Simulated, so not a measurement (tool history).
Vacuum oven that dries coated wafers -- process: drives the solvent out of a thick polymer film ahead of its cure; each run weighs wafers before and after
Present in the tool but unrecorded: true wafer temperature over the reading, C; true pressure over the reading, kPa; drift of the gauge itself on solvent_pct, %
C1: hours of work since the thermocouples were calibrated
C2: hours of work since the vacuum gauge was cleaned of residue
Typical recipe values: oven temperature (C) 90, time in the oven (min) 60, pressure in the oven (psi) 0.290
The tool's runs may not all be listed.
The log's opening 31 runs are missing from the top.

Run 32, hour 1184.7: usual settings but oven temperature (C) 93, time in the oven (min) 55, pressure in the oven (psi) 0.624; C1 182; C2 229. Result: solvent left in the film (%) 1.75.
Run 33, hour 1221.9: usual settings but oven temperature (C) 82, time in the oven (min) 79; C1 203; C2 249. Result: solvent left in the film (%) 1.87.
Run 34, hour 1264.0: usual settings but time in the oven (min) 32; C1 226; C2 272. Result: solvent left in the film (%) 2.97.
Run 35, hour 1297.5: usual settings but time in the oven (min) 32, pressure in the oven (psi) 0.508; C1 244; C2 290. Result: solvent left in the film (%) 3.48.
Run 36, hour 1335.3: usual settings but oven temperature (C) 104, pressure in the oven (psi) 0.170; C1 264; C2 311. Result: solvent left in the film (%) 0.30.
Run 37, hour 1363.0: usual settings but oven temperature (C) 104, pressure in the oven (psi) 0.170; C1 280; C2 326. Result: solvent left in the film (%) 0.29.
Run 38, hour 1415.2: usual settings but oven temperature (C) 102, time in the oven (min) 31, pressure in the oven (psi) 0.525; C1 308; C2 355. Result: solvent left in the film (%) 1.32.
Run 39, hour 1455.1: usual settings but oven temperature (C) 102, time in the oven (min) 108, pressure in the oven (psi) 0.357; C1 330; C2 376. Result: solvent left in the film (%) 0.64.
Run 40, hour 1497.9: usual settings but oven temperature (C) 88, time in the oven (min) 104, pressure in the oven (psi) 0.158; C1 353; C2 400. Result: solvent left in the film (%) 0.59.
Run 41, hour 1543.0: usual settings but oven temperature (C) 85, time in the oven (min) 52, pressure in the oven (psi) 0.219; C1 378; C2 424. Result: solvent left in the film (%) 2.29.
Run 42, hour 1580.6: usual settings but oven temperature (C) 97; C1 398; C2 445. Result: solvent left in the film (%) 0.70.
Run 43, hour 1632.6: usual settings but oven temperature (C) 79, time in the oven (min) 73; C1 427; C2 473. Result: solvent left in the film (%) 2.84.
Run 44, hour 1657.8: usual settings but oven temperature (C) 91, time in the oven (min) 59, pressure in the oven (psi) 0.963; C1 440; C2 487. Result: solvent left in the film (%) 2.81.
Run 45, hour 1699.0: usual settings but oven temperature (C) 91, time in the oven (min) 59, pressure in the oven (psi) 0.963; C1 463; C2 510. Result: solvent left in the film (%) 2.83.
Run 46, hour 1752.0: usual settings but oven temperature (C) 89, time in the oven (min) 94, pressure in the oven (psi) 0.424; C1 492; C2 538. Result: solvent left in the film (%) 1.32.
Run 47, hour 1796.5: usual settings but oven temperature (C) 89, time in the oven (min) 42, pressure in the oven (psi) 0.424; C1 516; C2 563. Result: solvent left in the film (%) 2.69.
Run 48, hour 1844.1: usual settings but oven temperature (C) 98, time in the oven (min) 55; C1 542; C2 589. Result: solvent left in the film (%) 0.76.

Consider 3 possible next runs. They are alternatives, not a sequence: every one starts from the tool as it was left by run 48. What does each give?
Run A, hour 1866.9: usual settings but oven temperature (C) 98, time in the oven (min) 67, pressure in the oven (psi) 0.197; C1 555; C2 601. Result: solvent left in the film (%) ?.
Run B, hour 1866.9: usual settings but oven temperature (C) 77, time in the oven (min) 94, pressure in the oven (psi) 0.299; C1 555; C2 601. Result: solvent left in the film (%) ?.
Run C, hour 1866.9: usual settings but oven temperature (C) 85, time in the oven (min) 35, pressure in the oven (psi) 0.251; C1 555; C2 601. Result: solvent left in the film (%) ?.

run  solvent left in the film (%)
  A                          0.50
  B                          2.66
  C                          4.03
With the hidden condition removed and each run's random variation left untouched, the same runs would have given:
run  solvent left in the film (%)
  A                          0.44
  B                          2.48
  C                          3.88
